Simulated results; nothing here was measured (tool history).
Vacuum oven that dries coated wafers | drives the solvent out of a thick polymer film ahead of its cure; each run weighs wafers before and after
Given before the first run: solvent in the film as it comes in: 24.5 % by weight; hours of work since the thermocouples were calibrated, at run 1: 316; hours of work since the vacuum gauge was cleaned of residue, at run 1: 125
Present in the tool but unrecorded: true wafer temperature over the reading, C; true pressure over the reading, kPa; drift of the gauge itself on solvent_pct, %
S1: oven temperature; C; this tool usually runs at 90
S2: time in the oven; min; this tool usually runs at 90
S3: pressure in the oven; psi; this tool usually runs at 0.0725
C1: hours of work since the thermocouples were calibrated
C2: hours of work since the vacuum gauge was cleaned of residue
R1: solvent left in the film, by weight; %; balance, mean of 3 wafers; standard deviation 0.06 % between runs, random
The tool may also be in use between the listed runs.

run 1 day=0.000 | S1=90 S2=90 S3=0.0725 | C1=316 C2=125 | R1=3.23
run 2 day=1.204 | S1=90 S2=90 S3=0.0725 | C1=329 C2=137 | R1=3.39
run 3 day=3.588 | S1=90 S2=90 S3=0.0725 | C1=353 C2=162 | R1=3.56
run 4 day=6.242 | S1=90 S2=90 S3=0.1727 | C1=380 C2=189 | R1=3.68
run 5 day=7.771 | S1=90 S2=58 S3=0.0725 | C1=396 C2=204 | R1=6.41
run 6 day=10.100 | S1=90 S2=90 S3=0.0725 | C1=419 C2=228 | R1=3.46
run 7 day=11.617 | S1=90 S2=90 S3=0.0725 | C1=435 C2=243 | R1=3.41
run 8 day=12.992 | S1=90 S2=90 S3=0.1603 | C1=449 C2=257 | R1=3.76
run 9 day=14.662 | S1=90 S2=90 S3=0.1603 | C1=466 C2=274 | R1=3.70
run 10 day=16.125 | S1=90 S2=90 S3=0.1603 | C1=481 C2=289 | R1=3.68
run 11 day=17.483 | S1=90 S2=90 S3=0.1603 | C1=495 C2=303 | R1=3.75
run 12 day=19.962 | S1=102 S2=90 S3=0.0828 | C1=520 C2=329 | R1=0.88
run 13 day=22.288 | S1=87 S2=130 S3=0.0595 | C1=544 C2=352 | R1=2.43
run 14 day=23.471 | S1=87 S2=130 S3=0.0595 | C1=556 C2=364 | R1=2.42
run 15 day=25.779 | S1=87 S2=130 S3=0.0595 | C1=579 C2=388 | R1=2.38
run 16 day=27.250 | S1=90 S2=64 S3=0.0606 | C1=594 C2=403 | R1=5.72
run 17 day=29.617 | S1=90 S2=54 S3=0.0373 | C1=618 C2=427 | R1=6.85
run 18 day=32.429 | S1=82 S2=54 S3=0.0400 | C1=647 C2=456 | R1=10.18
run 19 day=35.204 | S1=82 S2=54 S3=0.0400 | C1=675 C2=484 | R1=9.79
run 20 day=37.958 | S1=82 S2=54 S3=0.0400 | C1=703 C2=512 | R1=10.03

Some steps in R1, run to run, broken into two amounts with sign: the step expected even without the hidden condition (settings, incoming material, random variation), and the rest, left for the hidden condition together with whatever gauge scatter is not in both the measured and the hidden-condition-free result:
Run 11 -> 12: S1 90 -> 102, S3 0.1603 -> 0.0828. R1 -2.87 %: hidden state -0.08, all else -2.79.
Run 12 -> 13: S1 102 -> 87, S2 90 -> 130, S3 0.0828 -> 0.0595. R1 +1.55 %: hidden state +0.08, all else +1.47.
Run 15 -> 16: S1 87 -> 90, S2 130 -> 64, S3 0.0595 -> 0.0606. R1 +3.34 %: hidden state +0.07, all else +3.27.
Run 17 -> 18: S1 90 -> 82, S3 0.0373 -> 0.0400. R1 +3.33 %: hidden state +0.02, all else +3.31.
